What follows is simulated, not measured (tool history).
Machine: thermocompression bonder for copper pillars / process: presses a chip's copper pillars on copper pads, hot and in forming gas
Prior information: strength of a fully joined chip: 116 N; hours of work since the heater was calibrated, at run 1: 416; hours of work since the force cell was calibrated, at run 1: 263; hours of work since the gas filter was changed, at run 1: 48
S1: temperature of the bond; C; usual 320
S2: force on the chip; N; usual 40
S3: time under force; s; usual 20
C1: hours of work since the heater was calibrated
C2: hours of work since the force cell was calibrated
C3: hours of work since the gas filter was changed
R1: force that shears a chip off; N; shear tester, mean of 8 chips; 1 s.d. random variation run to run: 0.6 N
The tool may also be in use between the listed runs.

run   hour   S1  S2  S3   C1   C2   C3    R1
  1    0.0  320  40  20  416  263   48  67.5
  2   15.6  320  40  20  427  274   59  66.6
  3   36.3  320  40  20  442  289   74  65.4
  4   55.6  320  40  20  456  304   88  64.9
  5   66.9  320  40  20  464  312   96  65.0
  6   84.5  293  40  59  477  325  109  66.5
      87.3  -- force cell calibrated
  7  107.3  309  31  20  493   15  125  45.4
     133.7  -- force cell calibrated, once more
  8  134.4  309  31  20  512    0  144  43.0
  9  146.2  309  31  20  520    9  152  42.1
     148.4  -- forming gas filter changed
 10  159.5  295  48  44  530   19    8  73.8

4 options for the next run, each taken on its own from the tool as it stands now. Forecast them:
  A  175.9  295  42  44  542  31  20   ?
  B  175.9  319  48  44  542  31  20   ?
  C  175.9  293  40  35  542  31  20   ?
  D  175.9  295  50  35  542  31  20   ?

run    R1
  A  66.6
  B  90.0
  C  57.4
  D  69.8
Had the tool no hidden state, the same runs would have come out as:
run    R1
  A  74.5
  B  96.6
  C  65.0
  D  77.8

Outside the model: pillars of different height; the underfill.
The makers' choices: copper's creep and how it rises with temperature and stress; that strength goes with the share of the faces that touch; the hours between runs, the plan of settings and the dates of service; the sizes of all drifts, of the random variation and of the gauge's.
